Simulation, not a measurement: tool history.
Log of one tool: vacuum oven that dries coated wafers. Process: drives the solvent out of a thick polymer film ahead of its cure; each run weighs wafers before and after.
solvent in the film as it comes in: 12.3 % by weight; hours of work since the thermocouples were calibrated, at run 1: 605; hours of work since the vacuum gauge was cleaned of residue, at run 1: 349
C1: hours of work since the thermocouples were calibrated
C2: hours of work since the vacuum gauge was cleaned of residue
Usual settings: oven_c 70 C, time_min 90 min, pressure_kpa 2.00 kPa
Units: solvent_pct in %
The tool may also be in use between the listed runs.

Run 1, hour 0.0: usual settings; C1 605; C2 349. Result: solvent_pct 1.77 %.
Run 2, hour 9.4: usual settings but oven_c 67 C; C1 611; C2 354. Result: solvent_pct 2.54 %.
Run 3, hour 28.3: usual settings but oven_c 67 C; C1 623; C2 366. Result: solvent_pct 2.49 %.
Run 4, hour 44.7: usual settings but oven_c 67 C; C1 633; C2 376. Result: solvent_pct 2.51 %.
Run 5, hour 58.9: usual settings; C1 642; C2 385. Result: solvent_pct 1.78 %.
Run 6, hour 72.9: usual settings; C1 650; C2 394. Result: solvent_pct 1.79 %.
Run 7, hour 87.6: usual settings but pressure_kpa 2.67 kPa; C1 659; C2 403. Result: solvent_pct 2.01 %.
Run 8, hour 98.7: usual settings but pressure_kpa 2.67 kPa; C1 666; C2 410. Result: solvent_pct 2.03 %.
Run 9, hour 113.5: usual settings but pressure_kpa 2.67 kPa; C1 676; C2 419. Result: solvent_pct 2.02 %.
Run 10, hour 127.3: usual settings; C1 684; C2 428. Result: solvent_pct 1.78 %.
Run 11, hour 145.4: usual settings but pressure_kpa 1.75 kPa; C1 695; C2 439. Result: solvent_pct 1.69 %.
Run 12, hour 160.1: usual settings but time_min 147 min, pressure_kpa 1.75 kPa; C1 705; C2 448. Result: solvent_pct 0.95 %.
Run 13, hour 174.9: usual settings but time_min 147 min, pressure_kpa 1.75 kPa; C1 714; C2 457. Result: solvent_pct 0.96 %.
Run 14, hour 187.9: usual settings but time_min 60 min; C1 722; C2 465. Result: solvent_pct 2.86 %.
Run 15, hour 197.4: usual settings but time_min 60 min, pressure_kpa 3.80 kPa; C1 728; C2 471. Result: solvent_pct 3.40 %.
Run 16, hour 213.9: usual settings but time_min 60 min, pressure_kpa 3.80 kPa; C1 738; C2 481. Result: solvent_pct 3.40 %.
Run 17, hour 229.5: usual settings but time_min 60 min, pressure_kpa 3.80 kPa; C1 748; C2 491. Result: solvent_pct 3.44 %.
Run 18, hour 241.8: usual settings but time_min 60 min, pressure_kpa 3.80 kPa; C1 755; C2 499. Result: solvent_pct 3.40 %.
Run 19, hour 259.4: usual settings but time_min 60 min, pressure_kpa 3.80 kPa; C1 766; C2 510. Result: solvent_pct 3.37 %.
Run 20, hour 271.4: usual settings; C1 774; C2 517. Result: solvent_pct 1.78 %.
Run 21, hour 282.1: usual settings but pressure_kpa 5.62 kPa; C1 780; C2 524. Result: solvent_pct 3.01 %.
Run 22, hour 296.0: usual settings but pressure_kpa 1.76 kPa; C1 789; C2 532. Result: solvent_pct 1.69 %.
Run 23, hour 311.3: usual settings but pressure_kpa 1.76 kPa; C1 798; C2 542. Result: solvent_pct 1.69 %.
Run 24, hour 324.6: usual settings but pressure_kpa 1.76 kPa; C1 807; C2 550. Result: solvent_pct 1.68 %.
Run 25, hour 335.9: usual settings but oven_c 58 C, time_min 97 min, pressure_kpa 2.44 kPa; C1 814; C2 557. Result: solvent_pct 5.20 %.
Run 26, hour 353.1: usual settings but time_min 96 min, pressure_kpa 7.71 kPa; C1 824; C2 568. Result: solvent_pct 3.61 %.
Run 27, hour 362.6: usual settings but time_min 96 min, pressure_kpa 7.71 kPa; C1 830; C2 574. Result: solvent_pct 3.54 %.
Run 28, hour 381.6: usual settings but oven_c 72 C, time_min 154 min, pressure_kpa 1.80 kPa; C1 842; C2 585. Result: solvent_pct 0.78 %.
Run 29, hour 395.6: usual settings but oven_c 72 C, time_min 154 min, pressure_kpa 1.80 kPa; C1 851; C2 594. Result: solvent_pct 0.78 %.
Run 30, hour 407.0: usual settings but oven_c 60 C, time_min 112 min, pressure_kpa 3.26 kPa; C1 858; C2 601. Result: solvent_pct 4.47 %.
Run 31, hour 417.8: usual settings but time_min 61 min, pressure_kpa 4.50 kPa; C1 864; C2 608. Result: solvent_pct 3.57 %.
Run 32, hour 431.8: usual settings but oven_c 69 C, time_min 136 min, pressure_kpa 1.76 kPa; C1 873; C2 617. Result: solvent_pct 1.13 %.
Run 33, hour 445.0: usual settings but oven_c 59 C, time_min 160 min, pressure_kpa 6.68 kPa; C1 881; C2 625. Result: solvent_pct 5.44 %.
Run 34, hour 462.0: usual settings but pressure_kpa 4.29 kPa; C1 892; C2 635. Result: solvent_pct 2.51 %.
Run 35, hour 475.0: usual settings but oven_c 58 C, time_min 96 min, pressure_kpa 3.78 kPa; C1 900; C2 643. Result: solvent_pct 5.77 %.
Run 36, hour 489.2: usual settings but oven_c 78 C, time_min 100 min, pressure_kpa 2.03 kPa; C1 909; C2 652. Result: solvent_pct 0.67 %.
Run 37, hour 507.7: usual settings but oven_c 76 C; C1 920; C2 664. Result: solvent_pct 0.87 %.
Run 38, hour 517.7: usual settings but oven_c 76 C, pressure_kpa 1.24 kPa; C1 926; C2 670. Result: solvent_pct 0.64 %.
Run 39, hour 534.1: usual settings but pressure_kpa 2.65 kPa; C1 937; C2 680. Result: solvent_pct 1.93 %.
Run 40, hour 546.1: usual settings but pressure_kpa 6.46 kPa; C1 944; C2 688. Result: solvent_pct 3.24 %.
Run 41, hour 564.4: usual settings but oven_c 76 C, time_min 161 min, pressure_kpa 6.75 kPa; C1 955; C2 699. Result: solvent_pct 2.00 %.
Run 42, hour 579.8: usual settings but oven_c 68 C, pressure_kpa 6.21 kPa; C1 965; C2 708. Result: solvent_pct 3.63 %.
Run 43, hour 592.2: usual settings but oven_c 77 C; C1 973; C2 716. Result: solvent_pct 0.77 %.
Run 44, hour 606.9: usual settings but oven_c 77 C; C1 982; C2 725. Result: solvent_pct 0.78 %.
Run 45, hour 623.8: usual settings but oven_c 72 C, time_min 134 min, pressure_kpa 1.68 kPa; C1 992; C2 736. Result: solvent_pct 0.81 %.
Run 46, hour 637.7: usual settings but oven_c 67 C, time_min 107 min, pressure_kpa 4.10 kPa; C1 1001; C2 744. Result: solvent_pct 2.77 %.
Run 47, hour 649.9: usual settings but oven_c 68 C, time_min 78 min, pressure_kpa 2.07 kPa; C1 1008; C2 752. Result: solvent_pct 2.55 %.

Hidden state or all else? Some run-to-run changes of solvent_pct, split into what the settings, what came in and random variation would give without the hidden state, and what is left for the hidden state (with any gauge scatter that isn't in both results):
The hidden state here: true wafer temperature over the reading, C; true pressure over the reading, kPa; drift of the gauge itself on solvent_pct, %.
Run 29 -> 30: oven_c 72 -> 60, time_min 154 -> 112, pressure_kpa 1.80 -> 3.26. solvent_pct +3.69 %: hidden state -0.33, all else +4.02.
Run 32 -> 33: oven_c 69 -> 59, time_min 136 -> 160, pressure_kpa 1.76 -> 6.68. solvent_pct +4.31 %: hidden state -0.24, all else +4.55.
Run 35 -> 36: oven_c 58 -> 78, time_min 96 -> 100, pressure_kpa 3.78 -> 2.03. solvent_pct -5.10 %: hidden state +0.33, all else -5.43.
Run 41 -> 42: oven_c 76 -> 68, time_min 161 -> 90, pressure_kpa 6.75 -> 6.21. solvent_pct +1.63 %: hidden state -0.27, all else +1.90.

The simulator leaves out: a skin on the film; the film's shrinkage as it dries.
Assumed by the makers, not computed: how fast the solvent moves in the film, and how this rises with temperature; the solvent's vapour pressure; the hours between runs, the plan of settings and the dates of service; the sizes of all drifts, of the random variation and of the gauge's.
